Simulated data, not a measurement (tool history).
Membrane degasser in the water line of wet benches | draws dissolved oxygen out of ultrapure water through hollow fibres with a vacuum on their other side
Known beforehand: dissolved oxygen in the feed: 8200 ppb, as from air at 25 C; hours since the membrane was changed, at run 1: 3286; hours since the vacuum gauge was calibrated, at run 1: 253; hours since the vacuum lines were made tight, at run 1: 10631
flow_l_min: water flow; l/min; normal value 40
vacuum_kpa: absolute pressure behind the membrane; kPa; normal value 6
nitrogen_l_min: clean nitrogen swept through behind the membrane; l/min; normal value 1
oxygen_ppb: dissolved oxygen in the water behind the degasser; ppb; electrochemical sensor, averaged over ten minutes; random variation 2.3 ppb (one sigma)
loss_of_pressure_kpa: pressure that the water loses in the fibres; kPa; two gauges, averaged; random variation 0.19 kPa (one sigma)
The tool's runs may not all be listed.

| run | hour | flow_l_min | vacuum_kpa | nitrogen_l_min | hours since the membrane was changed | hours since the vacuum gauge was calibrated | hours since the vacuum lines were made tight | oxygen_ppb | loss_of_pressure_kpa |
|---|---|---|---|---|---|---|---|---|---|
| 1 | 0 | 40 | 6 | 1 | 3286 | 253 | 10631 | 223.6 | 41.72 |
| 2 | 302.2 | 40 | 6 | 1 | 3588 | 555 | 10933 | 228.4 | 41.72 |
| 3 | 579.2 | 40 | 6 | 0.75 | 3865 | 832 | 11210 | 285.6 | 41.48 |
| 4 | 746.3 | 40 | 6 | 1 | 4032 | 999 | 11378 | 231.8 | 41.25 |
| 5 | 950 | 40 | 6 | 1 | 4236 | 1203 | 11581 | 227.9 | 41.88 |
| 6 | 1221.8 | 40 | 6 | 1 | 4507 | 1475 | 11853 | 234.5 | 41.88 |
| 7 | 1392.5 | 40 | 6 | 1 | 4678 | 1645 | 12024 | 229 | 41.63 |
| 8 | 1628.9 | 41 | 6 | 1 | 4915 | 1882 | 12260 | 240.9 | 42.9 |
| 9 | 1873.1 | 41 | 6 | 1 | 5159 | 2126 | 12504 | 240.4 | 43.08 |
| 10 | 2112.7 | 41 | 6 | 1 | 5398 | 2366 | 12744 | 237.7 | 43.2 |
| 11 | 2268.1 | 41 | 6 | 1 | 5554 | 2521 | 12899 | 244.8 | 42.86 |
| 12 | 2530.7 | 41 | 6 | 1 | 5816 | 2783 | 13162 | 245.3 | 43.28 |
| 13 | 2710.1 | 41 | 13.9 | 0.98 | 5996 | 2963 | 13341 | 843.4 | 43.28 |
| 14 | 2874 | 51 | 6.42 | 0.98 | 6160 | 3127 | 13505 | 352.9 | 53.64 |
| 15 | 3051.2 | 61 | 4.97 | 1 | 6337 | 3304 | 13682 | 281.9 | 64.15 |
| 16 | 3268.2 | 26 | 4.34 | 1 | 6554 | 3521 | 13899 | 71.7 | 27.31 |

Run 17 comes next. What will it give?
| 17 | 3492.3 | 32 | 6 | 0.92 | 6778 | 3745 | 14124 | ? | ? |

{"run 17": {"oxygen_ppb": 209.9, "loss_of_pressure_kpa": 33.93}}
The same run, on a tool lacking any hidden state, would have yielded oxygen_ppb 199.1 ppb, loss_of_pressure_kpa 33 kPa.
